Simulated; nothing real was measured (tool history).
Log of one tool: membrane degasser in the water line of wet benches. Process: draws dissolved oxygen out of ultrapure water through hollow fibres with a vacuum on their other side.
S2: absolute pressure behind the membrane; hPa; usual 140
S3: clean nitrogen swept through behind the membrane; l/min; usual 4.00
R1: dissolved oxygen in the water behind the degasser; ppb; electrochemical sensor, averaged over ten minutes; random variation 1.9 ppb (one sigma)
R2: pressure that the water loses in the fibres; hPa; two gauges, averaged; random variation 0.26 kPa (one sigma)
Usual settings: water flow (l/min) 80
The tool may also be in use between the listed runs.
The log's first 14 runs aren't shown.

{"run": 15, "day": 41.0, "water flow (l/min)": 80, "S2": 140, "S3": 2.98, "R1": 602.2, "R2": 705.2}
{"run": 16, "day": 44.333, "water flow (l/min)": 72, "S2": 140, "S3": 4.0, "R1": 428.3, "R2": 635.9}
{"run": 17, "day": 48.308, "water flow (l/min)": 72, "S2": 140, "S3": 4.0, "R1": 433.0, "R2": 630.5}
{"run": 18, "day": 49.975, "water flow (l/min)": 72, "S2": 140, "S3": 4.0, "R1": 432.8, "R2": 635.1}
{"run": 19, "day": 53.625, "water flow (l/min)": 56, "S2": 223, "S3": 4.79, "R1": 501.2, "R2": 498.4}
{"run": 20, "day": 57.129, "water flow (l/min)": 56, "S2": 286, "S3": 4.79, "R1": 651.8, "R2": 495.7}
{"day": 57.833, "done": "vacuum gauge calibrated"}
{"run": 21, "day": 59.179, "water flow (l/min)": 127, "S2": 110, "S3": 3.17, "R1": 658.6, "R2": 1116.3}
{"run": 22, "day": 61.433, "water flow (l/min)": 93, "S2": 140, "S3": 4.0, "R1": 538.2, "R2": 820.0}
{"run": 23, "day": 64.133, "water flow (l/min)": 93, "S2": 140, "S3": 4.0, "R1": 537.3, "R2": 819.2}
{"run": 24, "day": 67.196, "water flow (l/min)": 93, "S2": 140, "S3": 4.0, "R1": 538.7, "R2": 821.1}
{"run": 25, "day": 70.829, "water flow (l/min)": 76, "S2": 84, "S3": 4.0, "R1": 223.0, "R2": 668.0}
{"run": 26, "day": 74.275, "water flow (l/min)": 102, "S2": 107, "S3": 4.0, "R1": 427.6, "R2": 901.8}
{"run": 27, "day": 77.867, "water flow (l/min)": 74, "S2": 98, "S3": 4.74, "R1": 232.9, "R2": 653.9}
{"run": 28, "day": 81.296, "water flow (l/min)": 62, "S2": 89, "S3": 2.82, "R1": 271.7, "R2": 553.5}
{"run": 29, "day": 85.271, "water flow (l/min)": 81, "S2": 238, "S3": 2.0, "R1": 1430.1, "R2": 716.7}
{"run": 30, "day": 87.067, "water flow (l/min)": 80, "S2": 123, "S3": 4.0, "R1": 398.0, "R2": 706.7}
{"run": 31, "day": 89.308, "water flow (l/min)": 68, "S2": 140, "S3": 1.75, "R1": 783.9, "R2": 604.5}
{"run": 32, "day": 93.383, "water flow (l/min)": 66, "S2": 306, "S3": 4.0, "R1": 928.3, "R2": 583.9}
{"run": 33, "day": 96.088, "water flow (l/min)": 63, "S2": 306, "S3": 4.0, "R1": 897.6, "R2": 556.5}

Forecast each of these 3 alternatives for the next run:
{"run": "A", "day": 99.908, "water flow (l/min)": 76, "S2": 124, "S3": 1.61, "R1": "?", "R2": "?"}
{"run": "B", "day": 99.908, "water flow (l/min)": 121, "S2": 111, "S3": 4.0, "R1": "?", "R2": "?"}
{"run": "C", "day": 99.908, "water flow (l/min)": 75, "S2": 140, "S3": 4.0, "R1": "?", "R2": "?"}

run=A R1=783.5 R2=676.2
run=B R1=543.2 R2=1073.9
run=C R1=444.5 R2=667.4
Without the tool's hidden state the same runs would have given:
run=A R1=779.3 R2=665.5
run=B R1=535.8 R2=1056.9
run=C R1=441.6 R2=656.8

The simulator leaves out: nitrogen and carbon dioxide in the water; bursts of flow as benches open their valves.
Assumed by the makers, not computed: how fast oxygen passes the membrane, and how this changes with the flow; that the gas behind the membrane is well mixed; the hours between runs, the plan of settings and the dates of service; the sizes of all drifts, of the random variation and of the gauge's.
